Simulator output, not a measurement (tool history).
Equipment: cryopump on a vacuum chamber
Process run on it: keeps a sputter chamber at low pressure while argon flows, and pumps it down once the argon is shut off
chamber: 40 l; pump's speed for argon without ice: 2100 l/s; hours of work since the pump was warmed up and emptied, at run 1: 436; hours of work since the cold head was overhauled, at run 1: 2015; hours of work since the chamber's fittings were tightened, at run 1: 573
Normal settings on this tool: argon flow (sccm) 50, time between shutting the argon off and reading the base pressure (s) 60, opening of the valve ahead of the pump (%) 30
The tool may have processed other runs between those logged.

run	hour	argon flow (sccm)	time between shutting the argon off and reading the base pressure (s)	opening of the valve ahead of the pump (%)	hours of work since the pump was warmed up and emptied	hours of work since the cold head was overhauled	hours of work since the chamber's fittings were tightened	pressure while argon flows (Pa)	pressure after the wait (uPa)
1	0	50	60	30	436	2015	573	0.1418	0.6
2	124.8	50	60	30	543	2122	679	0.1442	0.64
3	217	50	60	30	621	2200	758	0.1457	0.64
4	312.5	50	60	30	703	2282	839	0.1465	0.66
# hour 346.3: pump warmed up, emptied and cooled again
5	415.3	50	60	30	59	2365	922	0.1361	0.62
6	538	50	60	59	164	2470	1027	0.0713	0.58
7	632.1	50	60	59	244	2550	1107	0.072	0.62
8	723.6	50	60	30	322	2628	1185	0.1385	0.63
9	812.8	72	109	30	398	2704	1261	0.2032	0.56
10	903.4	72	109	30	475	2781	1338	0.2041	0.52
11	976.3	83	39	21	537	2843	1401	0.3355	0.82
12	1056.5	50	60	38	606	2912	1469	0.1179	0.67
13	1137	50	228	23	674	2980	1538	0.1884	0.51
# hour 1206: pump warmed up, emptied and cooled again
14	1253.2	32	88	30	40	3075	1632	0.0868	0.58
15	1382.5	27	45	45	150	3186	1743	0.0497	0.8
16	1498.9	27	45	45	250	3285	1842	0.0509	0.83

Per-run results on a tool with no hidden state, each run keeping its own random variation:
Hidden conditions of the tool in this case: pump's speed, % of a pump's without ice; cold plate's temperature, K; leak into the chamber, uPa l/s; drift of the gauge itself on working_pa, %; drift of the gauge itself on base_upa, %.
run	pressure while argon flows (Pa)	pressure after the wait (uPa)
1	0.1338	0.49
2	0.1343	0.51
3	0.1341	0.48
4	0.1333	0.48
5	0.1345	0.5
6	0.0683	0.45
7	0.0678	0.47
8	0.1331	0.47
9	0.1934	0.37
10	0.1924	0.33
11	0.3202	0.61
12	0.1072	0.44
13	0.1763	0.25
14	0.0858	0.39
15	0.0479	0.6
16	0.0483	0.6
